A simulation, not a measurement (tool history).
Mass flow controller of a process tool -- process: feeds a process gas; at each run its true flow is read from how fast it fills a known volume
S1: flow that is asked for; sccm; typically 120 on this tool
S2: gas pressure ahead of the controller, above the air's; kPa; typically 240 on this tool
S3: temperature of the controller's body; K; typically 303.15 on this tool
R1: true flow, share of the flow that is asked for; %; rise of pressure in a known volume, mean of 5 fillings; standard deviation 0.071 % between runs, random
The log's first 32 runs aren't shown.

-- hour=2361.3 controller's zero set anew, once more
run 33 hour=2438.9 | S1=94 S2=249 S3=306.15 | R1=99.94
run 34 hour=2514 | S1=94 S2=150 S3=302.15 | R1=100.12
run 35 hour=2561.5 | S1=124 S2=174 S3=295.15 | R1=99.48
run 36 hour=2647.4 | S1=22 S2=141 S3=302.15 | R1=100.35
run 37 hour=2761.3 | S1=22 S2=141 S3=302.15 | R1=100.58
run 38 hour=2827.8 | S1=22 S2=141 S3=310.15 | R1=101.41
run 39 hour=2885.6 | S1=133 S2=199 S3=295.15 | R1=99.29
run 40 hour=2935.5 | S1=133 S2=199 S3=295.15 | R1=99.34
run 41 hour=3032.6 | S1=133 S2=199 S3=309.15 | R1=100.63
run 42 hour=3092.2 | S1=133 S2=199 S3=309.15 | R1=100.87
run 43 hour=3177.6 | S1=133 S2=199 S3=309.15 | R1=100.76
run 44 hour=3226.4 | S1=133 S2=181 S3=296.15 | R1=99.64
run 45 hour=3339.7 | S1=57 S2=240 S3=303.15 | R1=100.17
run 46 hour=3436.7 | S1=57 S2=240 S3=303.15 | R1=100.2
run 47 hour=3538.3 | S1=57 S2=240 S3=311.15 | R1=101.04
run 48 hour=3622.4 | S1=120 S2=240 S3=294.15 | R1=99.26

3 ways to go on from here, each from the tool as it stands after run 48. What would each give?
run A hour=3726.2 | S1=106 S2=235 S3=294.15 | R1=?
run B hour=3726.2 | S1=31 S2=200 S3=300.15 | R1=?
run C hour=3726.2 | S1=139 S2=240 S3=308.15 | R1=?

run=A R1=99.3
run=B R1=100.98
run=C R1=100.5
Had the tool no hidden state, the same runs would have come out as:
run=A R1=99.19
run=B R1=99.78
run=C R1=100.5
